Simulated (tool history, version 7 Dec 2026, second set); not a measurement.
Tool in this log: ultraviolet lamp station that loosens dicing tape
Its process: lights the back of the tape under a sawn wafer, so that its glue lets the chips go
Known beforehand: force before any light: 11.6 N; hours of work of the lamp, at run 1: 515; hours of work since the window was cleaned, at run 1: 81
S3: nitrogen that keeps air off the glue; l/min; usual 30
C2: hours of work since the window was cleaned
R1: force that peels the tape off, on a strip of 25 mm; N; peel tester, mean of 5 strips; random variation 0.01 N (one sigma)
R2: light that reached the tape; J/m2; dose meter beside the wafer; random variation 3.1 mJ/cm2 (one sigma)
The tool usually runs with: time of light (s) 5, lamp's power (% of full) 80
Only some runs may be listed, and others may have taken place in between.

Run 1, hour 0.0: usual settings; hours of work of the lamp 515; C2 81. Result: R1 0.565 N, R2 4100 J/m2.
Run 2, hour 27.0: usual settings; hours of work of the lamp 526; C2 93. Result: R1 0.575 N, R2 4150 J/m2.
Run 3, hour 68.3: usual settings; hours of work of the lamp 543; C2 110. Result: R1 0.570 N, R2 4040 J/m2.
Run 4, hour 98.4: usual settings but S3 12 l/min; hours of work of the lamp 556; C2 123. Result: R1 1.232 N, R2 4000 J/m2.
Run 5, hour 121.8: usual settings; hours of work of the lamp 566; C2 132. Result: R1 0.615 N, R2 4010 J/m2.
Run 6, hour 142.1: usual settings but time of light (s) 6; hours of work of the lamp 574; C2 141. Result: R1 0.427 N, R2 4800 J/m2.
Run 7, hour 168.6: usual settings but time of light (s) 6; hours of work of the lamp 586; C2 152. Result: R1 0.425 N, R2 4730 J/m2.
Run 8, hour 186.0: usual settings but time of light (s) 6; hours of work of the lamp 593; C2 159. Result: R1 0.440 N, R2 4750 J/m2.
Run 9, hour 205.1: usual settings but time of light (s) 6; hours of work of the lamp 601; C2 167. Result: R1 0.444 N, R2 4740 J/m2.
Run 10, hour 242.1: usual settings; hours of work of the lamp 616; C2 183. Result: R1 0.620 N, R2 3940 J/m2.
Run 11, hour 278.9: usual settings; hours of work of the lamp 632; C2 198. Result: R1 0.652 N, R2 3890 J/m2.
Run 12, hour 319.4: usual settings; hours of work of the lamp 649; C2 215. Result: R1 0.680 N, R2 3890 J/m2.
Run 13, hour 351.5: usual settings; hours of work of the lamp 662; C2 229. Result: R1 0.661 N, R2 3750 J/m2.
Run 14, hour 387.2: usual settings but S3 52 l/min; hours of work of the lamp 677; C2 244. Result: R1 0.490 N, R2 3740 J/m2.
Run 15, hour 404.5: usual settings but S3 52 l/min; hours of work of the lamp 685; C2 251. Result: R1 0.522 N, R2 3690 J/m2.
Run 16, hour 427.2: usual settings but time of light (s) 4, S3 34 l/min; hours of work of the lamp 694; C2 261. Result: R1 0.977 N, R2 2960 J/m2.
Run 17, hour 451.4: usual settings but time of light (s) 4, lamp's power (% of full) 68, S3 17 l/min; hours of work of the lamp 704; C2 271. Result: R1 2.263 N, R2 2480 J/m2.
Run 18, hour 471.7: usual settings but time of light (s) 4, lamp's power (% of full) 72, S3 39 l/min; hours of work of the lamp 713; C2 279. Result: R1 1.181 N, R2 2660 J/m2.
Run 19, hour 512.9: usual settings but time of light (s) 4, lamp's power (% of full) 72, S3 39 l/min; hours of work of the lamp 730; C2 297. Result: R1 1.169 N, R2 2630 J/m2.
Run 20, hour 552.0: usual settings but S3 11 l/min; hours of work of the lamp 747; C2 313. Result: R1 1.677 N, R2 3500 J/m2.
Run 21, hour 569.9: usual settings but time of light (s) 3, lamp's power (% of full) 93, S3 10 l/min; hours of work of the lamp 754; C2 321. Result: R1 3.118 N, R2 2460 J/m2.
At hour 576.5: window cleaned of glue's vapour.
Run 22, hour 601.8: usual settings but time of light (s) 9; hours of work of the lamp 767; C2 11. Result: R1 0.258 N, R2 7330 J/m2.
Run 23, hour 642.0: usual settings but time of light (s) 6, lamp's power (% of full) 68, S3 28 l/min; hours of work of the lamp 784; C2 28. Result: R1 0.593 N, R2 4120 J/m2.
Run 24, hour 675.3: usual settings but time of light (s) 6, lamp's power (% of full) 68, S3 28 l/min; hours of work of the lamp 798; C2 41. Result: R1 0.605 N, R2 4080 J/m2.

Alternative continuations, all from the tool just after run 24; predict every row:
Run A, hour 703.4: usual settings but time of light (s) 3, lamp's power (% of full) 68, S3 28 l/min; hours of work of the lamp 810; C2 53. Result: R1 ?, R2 ?.
Run B, hour 703.4: usual settings but time of light (s) 7, lamp's power (% of full) 73; hours of work of the lamp 810; C2 53. Result: R1 ?, R2 ?.
Run C, hour 703.4: usual settings but time of light (s) 8, lamp's power (% of full) 67; hours of work of the lamp 810; C2 53. Result: R1 ?, R2 ?.
Run D, hour 703.4: usual settings but time of light (s) 3, lamp's power (% of full) 68, S3 28 l/min; hours of work of the lamp 810; C2 53. Result: R1 ?, R2 ?.
Run E, hour 703.4: usual settings but time of light (s) 4, lamp's power (% of full) 84, S3 13 l/min; hours of work of the lamp 810; C2 53. Result: R1 ?, R2 ?.

run     R1    R2
  A  2.198  2040
  B  0.380  5100
  C  0.373  5350
  D  2.191  2050
  E  1.678  3300
Without the tool's hidden state the same runs would have given:
run     R1    R2
  A  1.659  2420
  B  0.303  6050
  C  0.307  6350
  D  1.654  2430
  E  1.214  3920

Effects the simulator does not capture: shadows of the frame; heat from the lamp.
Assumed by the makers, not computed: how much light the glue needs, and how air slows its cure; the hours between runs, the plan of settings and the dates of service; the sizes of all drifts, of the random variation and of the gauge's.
